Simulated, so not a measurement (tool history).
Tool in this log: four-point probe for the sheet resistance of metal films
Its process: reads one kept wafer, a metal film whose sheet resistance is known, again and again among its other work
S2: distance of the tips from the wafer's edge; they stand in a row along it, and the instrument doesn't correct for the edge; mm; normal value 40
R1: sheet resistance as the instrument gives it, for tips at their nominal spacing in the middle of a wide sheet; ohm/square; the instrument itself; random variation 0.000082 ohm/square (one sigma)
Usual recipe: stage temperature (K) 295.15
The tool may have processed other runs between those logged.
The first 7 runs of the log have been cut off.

{"run": 8, "hour": 642.0, "stage temperature (K)": 295.15, "S2": 40, "R1": 0.411666}
{"run": 9, "hour": 705.4, "stage temperature (K)": 295.15, "S2": 40, "R1": 0.411812}
{"run": 10, "hour": 834.9, "stage temperature (K)": 295.15, "S2": 40, "R1": 0.411819}
{"run": 11, "hour": 919.8, "stage temperature (K)": 306.15, "S2": 40, "R1": 0.412514}
{"run": 12, "hour": 1020.5, "stage temperature (K)": 297.15, "S2": 40, "R1": 0.411823}
{"run": 13, "hour": 1100.2, "stage temperature (K)": 297.15, "S2": 40, "R1": 0.41204}
{"run": 14, "hour": 1170.9, "stage temperature (K)": 297.15, "S2": 40, "R1": 0.412007}
{"run": 15, "hour": 1303.8, "stage temperature (K)": 297.15, "S2": 40, "R1": 0.411887}
{"run": 16, "hour": 1403.3, "stage temperature (K)": 295.15, "S2": 40, "R1": 0.411699}
{"run": 17, "hour": 1499.8, "stage temperature (K)": 295.15, "S2": 40, "R1": 0.411714}
{"run": 18, "hour": 1569.6, "stage temperature (K)": 295.15, "S2": 40, "R1": 0.411965}
{"run": 19, "hour": 1631.8, "stage temperature (K)": 295.15, "S2": 40, "R1": 0.411738}
{"run": 20, "hour": 1707.2, "stage temperature (K)": 304.15, "S2": 40, "R1": 0.412415}
{"run": 21, "hour": 1769.4, "stage temperature (K)": 304.15, "S2": 40, "R1": 0.412257}
{"run": 22, "hour": 1856.2, "stage temperature (K)": 304.15, "S2": 63, "R1": 0.412138}
{"run": 23, "hour": 1958.7, "stage temperature (K)": 304.15, "S2": 6, "R1": 0.418125}
{"run": 24, "hour": 2064.9, "stage temperature (K)": 304.15, "S2": 6, "R1": 0.418191}

Run 25 comes next. What will it give?
{"run": 25, "hour": 2132.8, "stage temperature (K)": 304.15, "S2": 6, "R1": "?"}

R1: 0.418082 ohm/square
Take away the tool's hidden state, keep the run-to-run variation as it was, and the same run would have given R1 0.418103 ohm/square.
